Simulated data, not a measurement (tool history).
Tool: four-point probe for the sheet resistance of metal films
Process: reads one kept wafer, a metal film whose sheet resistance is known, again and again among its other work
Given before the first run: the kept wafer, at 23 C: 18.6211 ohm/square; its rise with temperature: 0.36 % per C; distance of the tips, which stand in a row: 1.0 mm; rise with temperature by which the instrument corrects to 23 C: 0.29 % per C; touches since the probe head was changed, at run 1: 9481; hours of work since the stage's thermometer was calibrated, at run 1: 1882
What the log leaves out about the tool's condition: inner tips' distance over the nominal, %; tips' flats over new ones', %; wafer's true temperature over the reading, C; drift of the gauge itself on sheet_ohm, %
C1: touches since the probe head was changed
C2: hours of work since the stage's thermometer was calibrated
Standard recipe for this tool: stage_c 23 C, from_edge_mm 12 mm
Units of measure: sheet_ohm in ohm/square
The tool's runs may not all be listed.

{"run": 1, "hour": 0.0, "stage_c": 23, "from_edge_mm": 12, "C1": 9481, "C2": 1882, "sheet_ohm": 18.686566}
{"run": 2, "hour": 23.5, "stage_c": 23, "from_edge_mm": 26, "C1": 9982, "C2": 1900, "sheet_ohm": 18.63533}
{"run": 3, "hour": 43.4, "stage_c": 23, "from_edge_mm": 26, "C1": 10404, "C2": 1915, "sheet_ohm": 18.640818}
{"run": 4, "hour": 67.2, "stage_c": 23, "from_edge_mm": 26, "C1": 10911, "C2": 1934, "sheet_ohm": 18.637727}
{"run": 5, "hour": 92.9, "stage_c": 26, "from_edge_mm": 26, "C1": 11457, "C2": 1953, "sheet_ohm": 18.674885}
{"run": 6, "hour": 108.1, "stage_c": 19, "from_edge_mm": 12, "C1": 11780, "C2": 1965, "sheet_ohm": 18.639262}
{"run": 7, "hour": 129.4, "stage_c": 19, "from_edge_mm": 12, "C1": 12231, "C2": 1981, "sheet_ohm": 18.644098}
{"run": 8, "hour": 153.6, "stage_c": 23, "from_edge_mm": 25, "C1": 12746, "C2": 2000, "sheet_ohm": 18.628732}
{"run": 9, "hour": 171.8, "stage_c": 23, "from_edge_mm": 25, "C1": 13133, "C2": 2013, "sheet_ohm": 18.64561}
{"run": 10, "hour": 184.6, "stage_c": 23, "from_edge_mm": 55, "C1": 13405, "C2": 2023, "sheet_ohm": 18.621227}
{"run": 11, "hour": 210.3, "stage_c": 26, "from_edge_mm": 12, "C1": 13951, "C2": 2043, "sheet_ohm": 18.728963}
{"run": 12, "hour": 235.7, "stage_c": 26, "from_edge_mm": 12, "C1": 14491, "C2": 2062, "sheet_ohm": 18.72482}
{"hour": 256.1, "done": "stage's thermometer calibrated"}
{"run": 13, "hour": 256.8, "stage_c": 26, "from_edge_mm": 12, "C1": 14929, "C2": 1, "sheet_ohm": 18.731238}
{"run": 14, "hour": 274.7, "stage_c": 21, "from_edge_mm": 12, "C1": 15308, "C2": 14, "sheet_ohm": 18.666719}
{"run": 15, "hour": 303.4, "stage_c": 32, "from_edge_mm": 68, "C1": 15918, "C2": 36, "sheet_ohm": 18.737095}
{"run": 16, "hour": 320.4, "stage_c": 27, "from_edge_mm": 68, "C1": 16280, "C2": 49, "sheet_ohm": 18.67753}
{"run": 17, "hour": 339.2, "stage_c": 27, "from_edge_mm": 68, "C1": 16679, "C2": 63, "sheet_ohm": 18.672618}
{"run": 18, "hour": 355.8, "stage_c": 24, "from_edge_mm": 40, "C1": 17032, "C2": 76, "sheet_ohm": 18.638526}
{"run": 19, "hour": 375.2, "stage_c": 26, "from_edge_mm": 43, "C1": 17445, "C2": 91, "sheet_ohm": 18.665051}
{"run": 20, "hour": 395.8, "stage_c": 26, "from_edge_mm": 43, "C1": 17882, "C2": 107, "sheet_ohm": 18.659009}
{"run": 21, "hour": 407.8, "stage_c": 25, "from_edge_mm": 46, "C1": 18137, "C2": 116, "sheet_ohm": 18.648207}
{"run": 22, "hour": 423.7, "stage_c": 35, "from_edge_mm": 22, "C1": 18475, "C2": 128, "sheet_ohm": 18.793464}
{"run": 23, "hour": 452.4, "stage_c": 35, "from_edge_mm": 22, "C1": 19084, "C2": 150, "sheet_ohm": 18.784124}
{"run": 24, "hour": 479.6, "stage_c": 18, "from_edge_mm": 12, "C1": 19664, "C2": 171, "sheet_ohm": 18.628789}
{"run": 25, "hour": 505.0, "stage_c": 28, "from_edge_mm": 16, "C1": 20204, "C2": 190, "sheet_ohm": 18.727374}

Forecast each of these 3 alternatives for the next run:
{"run": "A", "hour": 532.3, "stage_c": 28, "from_edge_mm": 16, "C1": 20784, "C2": 211, "sheet_ohm": "?"}
{"run": "B", "hour": 532.3, "stage_c": 25, "from_edge_mm": 29, "C1": 20784, "C2": 211, "sheet_ohm": "?"}
{"run": "C", "hour": 532.3, "stage_c": 19, "from_edge_mm": 59, "C1": 20784, "C2": 211, "sheet_ohm": "?"}

run=A sheet_ohm=18.726101
run=B sheet_ohm=18.659305
run=C sheet_ohm=18.577058
Without the tool's unlogged condition, the same runs would have read:
run=A sheet_ohm=18.726252
run=B sheet_ohm=18.659456
run=C sheet_ohm=18.577208
